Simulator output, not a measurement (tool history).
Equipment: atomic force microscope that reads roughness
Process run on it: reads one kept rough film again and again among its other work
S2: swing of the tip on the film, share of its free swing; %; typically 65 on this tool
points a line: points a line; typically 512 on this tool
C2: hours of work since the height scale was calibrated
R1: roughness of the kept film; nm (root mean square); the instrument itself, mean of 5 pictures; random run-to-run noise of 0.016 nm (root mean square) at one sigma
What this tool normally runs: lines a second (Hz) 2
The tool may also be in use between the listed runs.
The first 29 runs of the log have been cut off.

run 30 hour=1343.1 | lines_a_second_(Hz)=1.52 S2=56 points_a_line=571 | pictures_with_this_tip=205 C2=882 | R1=3.952
-- hour=1348.8 new tip fitted
run 31 hour=1392 | lines_a_second_(Hz)=1.24 S2=78 points_a_line=325 | pictures_with_this_tip=94 C2=912 | R1=3.881
run 32 hour=1431.6 | lines_a_second_(Hz)=0.57 S2=78 points_a_line=397 | pictures_with_this_tip=180 C2=937 | R1=3.944
-- hour=1450.8 new tip fitted
run 33 hour=1480.2 | lines_a_second_(Hz)=0.99 S2=74 points_a_line=397 | pictures_with_this_tip=63 C2=967 | R1=3.9
run 34 hour=1509.8 | lines_a_second_(Hz)=0.74 S2=79 points_a_line=652 | pictures_with_this_tip=128 C2=986 | R1=3.953
-- hour=1550.1 new tip fitted
run 35 hour=1560.5 | lines_a_second_(Hz)=0.74 S2=56 points_a_line=293 | pictures_with_this_tip=22 C2=1017 | R1=4.002
run 36 hour=1593.8 | lines_a_second_(Hz)=0.74 S2=56 points_a_line=293 | pictures_with_this_tip=95 C2=1038 | R1=3.948
run 37 hour=1625.5 | lines_a_second_(Hz)=0.74 S2=56 points_a_line=293 | pictures_with_this_tip=163 C2=1058 | R1=3.981
-- hour=1651.1 new tip fitted
run 38 hour=1660.5 | lines_a_second_(Hz)=0.74 S2=56 points_a_line=293 | pictures_with_this_tip=20 C2=1079 | R1=3.982
run 39 hour=1703.4 | lines_a_second_(Hz)=3.7 S2=55 points_a_line=306 | pictures_with_this_tip=113 C2=1106 | R1=3.938
run 40 hour=1743.6 | lines_a_second_(Hz)=3.71 S2=65 points_a_line=474 | pictures_with_this_tip=200 C2=1131 | R1=3.833
-- hour=1749.9 new tip fitted
run 41 hour=1799.3 | lines_a_second_(Hz)=3.71 S2=65 points_a_line=474 | pictures_with_this_tip=107 C2=1166 | R1=3.822
-- hour=1849.5 new tip fitted
run 42 hour=1850 | lines_a_second_(Hz)=2 S2=76 points_a_line=783 | pictures_with_this_tip=1 C2=1197 | R1=3.85
run 43 hour=1876.7 | lines_a_second_(Hz)=0.69 S2=65 points_a_line=660 | pictures_with_this_tip=59 C2=1214 | R1=3.963
run 44 hour=1924.6 | lines_a_second_(Hz)=3.21 S2=87 points_a_line=660 | pictures_with_this_tip=163 C2=1244 | R1=3.574
-- hour=1950 new tip fitted
run 45 hour=1983 | lines_a_second_(Hz)=1.63 S2=69 points_a_line=660 | pictures_with_this_tip=71 C2=1280 | R1=3.927
run 46 hour=2012.2 | lines_a_second_(Hz)=2.14 S2=56 points_a_line=329 | pictures_with_this_tip=135 C2=1298 | R1=3.934
-- hour=2047.9 new tip fitted
run 47 hour=2068 | lines_a_second_(Hz)=0.83 S2=56 points_a_line=329 | pictures_with_this_tip=44 C2=1333 | R1=3.99
run 48 hour=2112.6 | lines_a_second_(Hz)=0.83 S2=77 points_a_line=329 | pictures_with_this_tip=140 C2=1360 | R1=3.925
-- hour=2146.3 new tip fitted
run 49 hour=2176.8 | lines_a_second_(Hz)=0.83 S2=56 points_a_line=768 | pictures_with_this_tip=66 C2=1400 | R1=3.99
run 50 hour=2228.6 | lines_a_second_(Hz)=2.9 S2=73 points_a_line=351 | pictures_with_this_tip=179 C2=1433 | R1=3.806
-- hour=2249 new tip fitted
run 51 hour=2284 | lines_a_second_(Hz)=2.9 S2=73 points_a_line=351 | pictures_with_this_tip=76 C2=1467 | R1=3.815

Alternative continuations, all from the tool just after run 51; predict every row:
-- hour=2348 new tip fitted
run A hour=2348 | lines_a_second_(Hz)=2 S2=65 points_a_line=311 | pictures_with_this_tip=0 C2=1507 | R1=?
-- hour=2348 new tip fitted
run B hour=2348 | lines_a_second_(Hz)=2.9 S2=73 points_a_line=574 | pictures_with_this_tip=0 C2=1507 | R1=?
-- hour=2348 new tip fitted
run C hour=2348 | lines_a_second_(Hz)=0.68 S2=69 points_a_line=863 | pictures_with_this_tip=0 C2=1507 | R1=?

run=A R1=3.907
run=B R1=3.833
run=C R1=3.998
Stripped of hidden state, with their random variation kept, the same runs would have yielded:
run=A R1=3.909
run=B R1=3.835
run=C R1=4.001
